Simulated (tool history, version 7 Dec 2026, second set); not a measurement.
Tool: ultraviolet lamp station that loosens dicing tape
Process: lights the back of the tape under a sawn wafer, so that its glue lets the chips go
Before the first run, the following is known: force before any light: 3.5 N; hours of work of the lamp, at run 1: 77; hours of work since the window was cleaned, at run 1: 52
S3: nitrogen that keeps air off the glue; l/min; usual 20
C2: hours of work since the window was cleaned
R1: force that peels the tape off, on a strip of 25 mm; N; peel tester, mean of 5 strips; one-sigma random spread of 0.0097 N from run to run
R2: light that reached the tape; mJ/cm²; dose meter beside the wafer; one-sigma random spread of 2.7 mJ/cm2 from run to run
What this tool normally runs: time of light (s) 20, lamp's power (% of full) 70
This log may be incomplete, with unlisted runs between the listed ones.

Run 1, hour 0.0: usual settings; hours of work of the lamp 77; C2 52. Result: R1 0.431 N, R2 351 mJ/cm².
Run 2, hour 7.6: usual settings; hours of work of the lamp 81; C2 56. Result: R1 0.444 N, R2 354 mJ/cm².
Run 3, hour 16.3: usual settings; hours of work of the lamp 86; C2 60. Result: R1 0.431 N, R2 352 mJ/cm².
Run 4, hour 23.7: usual settings; hours of work of the lamp 90; C2 64. Result: R1 0.469 N, R2 351 mJ/cm².
Run 5, hour 32.8: usual settings; hours of work of the lamp 95; C2 69. Result: R1 0.441 N, R2 352 mJ/cm².
Run 6, hour 42.1: usual settings; hours of work of the lamp 99; C2 74. Result: R1 0.430 N, R2 346 mJ/cm².
Run 7, hour 53.2: usual settings; hours of work of the lamp 105; C2 79. Result: R1 0.440 N, R2 348 mJ/cm².
Run 8, hour 65.1: usual settings but S3 7 l/min; hours of work of the lamp 111; C2 86. Result: R1 0.620 N, R2 347 mJ/cm².
Run 9, hour 76.2: usual settings but S3 7 l/min; hours of work of the lamp 117; C2 91. Result: R1 0.622 N, R2 346 mJ/cm².
Run 10, hour 84.0: usual settings but S3 7 l/min; hours of work of the lamp 121; C2 96. Result: R1 0.635 N, R2 346 mJ/cm².
Run 11, hour 90.9: usual settings but S3 7 l/min; hours of work of the lamp 125; C2 99. Result: R1 0.621 N, R2 346 mJ/cm².
Run 12, hour 101.7: usual settings but time of light (s) 29, S3 7 l/min; hours of work of the lamp 131; C2 105. Result: R1 0.389 N, R2 498 mJ/cm².
Run 13, hour 111.3: usual settings but time of light (s) 29, S3 7 l/min; hours of work of the lamp 136; C2 110. Result: R1 0.401 N, R2 497 mJ/cm².
Run 14, hour 123.9: usual settings but time of light (s) 29, S3 7 l/min; hours of work of the lamp 142; C2 116. Result: R1 0.403 N, R2 494 mJ/cm².
Run 15, hour 135.3: usual settings but time of light (s) 29, S3 7 l/min; hours of work of the lamp 148; C2 122. Result: R1 0.386 N, R2 492 mJ/cm².
Run 16, hour 143.1: usual settings but time of light (s) 29, S3 7 l/min; hours of work of the lamp 152; C2 126. Result: R1 0.389 N, R2 487 mJ/cm².
Run 17, hour 149.3: usual settings but time of light (s) 29, S3 7 l/min; hours of work of the lamp 155; C2 130. Result: R1 0.389 N, R2 489 mJ/cm².
Run 18, hour 161.1: usual settings but time of light (s) 29, S3 7 l/min; hours of work of the lamp 161; C2 136. Result: R1 0.396 N, R2 483 mJ/cm².
Run 19, hour 171.1: usual settings; hours of work of the lamp 167; C2 141. Result: R1 0.444 N, R2 334 mJ/cm².
Run 20, hour 176.6: usual settings; hours of work of the lamp 170; C2 144. Result: R1 0.459 N, R2 339 mJ/cm².
Run 21, hour 189.1: usual settings; hours of work of the lamp 176; C2 150. Result: R1 0.485 N, R2 333 mJ/cm².
Run 22, hour 201.7: usual settings but S3 19 l/min; hours of work of the lamp 183; C2 157. Result: R1 0.497 N, R2 332 mJ/cm².
Run 23, hour 211.3: usual settings but S3 19 l/min; hours of work of the lamp 188; C2 162. Result: R1 0.499 N, R2 335 mJ/cm².
Run 24, hour 220.7: usual settings but time of light (s) 28, lamp's power (% of full) 69, S3 12 l/min; hours of work of the lamp 193; C2 167. Result: R1 0.362 N, R2 455 mJ/cm².
Run 25, hour 232.8: usual settings but lamp's power (% of full) 69; hours of work of the lamp 199; C2 173. Result: R1 0.472 N, R2 323 mJ/cm².
Run 26, hour 245.4: usual settings but time of light (s) 24, lamp's power (% of full) 68, S3 23 l/min; hours of work of the lamp 205; C2 180. Result: R1 0.372 N, R2 383 mJ/cm².
Run 27, hour 256.6: usual settings but time of light (s) 23; hours of work of the lamp 211; C2 186. Result: R1 0.396 N, R2 371 mJ/cm².
Run 28, hour 264.4: usual settings but time of light (s) 18, lamp's power (% of full) 67; hours of work of the lamp 215; C2 190. Result: R1 0.586 N, R2 278 mJ/cm².
Run 29, hour 273.7: usual settings but time of light (s) 18, lamp's power (% of full) 67; hours of work of the lamp 220; C2 194. Result: R1 0.586 N, R2 283 mJ/cm².
Run 30, hour 282.9: usual settings but time of light (s) 18, lamp's power (% of full) 67; hours of work of the lamp 225; C2 199. Result: R1 0.577 N, R2 280 mJ/cm².
At hour 284.0: window cleaned of glue's vapour.
Run 31, hour 293.8: usual settings but time of light (s) 22, lamp's power (% of full) 64, S3 38 l/min; hours of work of the lamp 230; C2 5. Result: R1 0.439 N, R2 317 mJ/cm².
Run 32, hour 304.7: usual settings but time of light (s) 22, lamp's power (% of full) 64, S3 38 l/min; hours of work of the lamp 236; C2 11. Result: R1 0.445 N, R2 311 mJ/cm².
Run 33, hour 314.8: usual settings but time of light (s) 17, lamp's power (% of full) 97, S3 19 l/min; hours of work of the lamp 241; C2 16. Result: R1 0.412 N, R2 363 mJ/cm².
At hour 322.6: window cleaned of glue's vapour, once more.
Run 34, hour 323.5: usual settings but time of light (s) 25, lamp's power (% of full) 73, S3 19 l/min; hours of work of the lamp 246; C2 0. Result: R1 0.348 N, R2 438 mJ/cm².
Run 35, hour 336.7: usual settings but time of light (s) 27, lamp's power (% of full) 65; hours of work of the lamp 253; C2 7. Result: R1 0.338 N, R2 419 mJ/cm².
Run 36, hour 346.2: usual settings but time of light (s) 25, lamp's power (% of full) 62, S3 10 l/min; hours of work of the lamp 257; C2 12. Result: R1 0.497 N, R2 368 mJ/cm².
Run 37, hour 354.7: usual settings but lamp's power (% of full) 66, S3 6 l/min; hours of work of the lamp 262; C2 17. Result: R1 0.747 N, R2 317 mJ/cm².
Run 38, hour 360.6: usual settings but time of light (s) 13, lamp's power (% of full) 91, S3 11 l/min; hours of work of the lamp 265; C2 20. Result: R1 0.693 N, R2 281 mJ/cm².
Run 39, hour 372.3: usual settings but time of light (s) 16; hours of work of the lamp 271; C2 26. Result: R1 0.643 N, R2 267 mJ/cm².
Run 40, hour 378.5: usual settings but time of light (s) 16; hours of work of the lamp 274; C2 29. Result: R1 0.632 N, R2 267 mJ/cm².
Run 41, hour 389.7: usual settings but time of light (s) 32, lamp's power (% of full) 66; hours of work of the lamp 280; C2 35. Result: R1 0.314 N, R2 502 mJ/cm².
Run 42, hour 401.1: usual settings but time of light (s) 35, lamp's power (% of full) 66, S3 29 l/min; hours of work of the lamp 286; C2 41. Result: R1 0.271 N, R2 540 mJ/cm².
Run 43, hour 410.7: usual settings but time of light (s) 35, lamp's power (% of full) 66, S3 29 l/min; hours of work of the lamp 291; C2 46. Result: R1 0.269 N, R2 539 mJ/cm².

Forecast each of these 4 alternatives for the next run:
Run A, hour 419.3: usual settings but time of light (s) 17, lamp's power (% of full) 66, S3 29 l/min; hours of work of the lamp 296; C2 50. Result: R1 ?, R2 ?.
Run B, hour 419.3: usual settings but S3 33 l/min; hours of work of the lamp 296; C2 50. Result: R1 ?, R2 ?.
Run C, hour 419.3: usual settings but time of light (s) 12, lamp's power (% of full) 87, S3 27 l/min; hours of work of the lamp 296; C2 50. Result: R1 ?, R2 ?.
Run D, hour 419.3: usual settings but time of light (s) 18, S3 15 l/min; hours of work of the lamp 296; C2 50. Result: R1 ?, R2 ?.

run     R1   R2
  A  0.583  261
  B  0.432  324
  C  0.660  241
  D  0.621  298
Without the tool's unlogged condition, the same runs would have read:
run     R1   R2
  A  0.501  293
  B  0.377  364
  C  0.568  271
  D  0.535  334
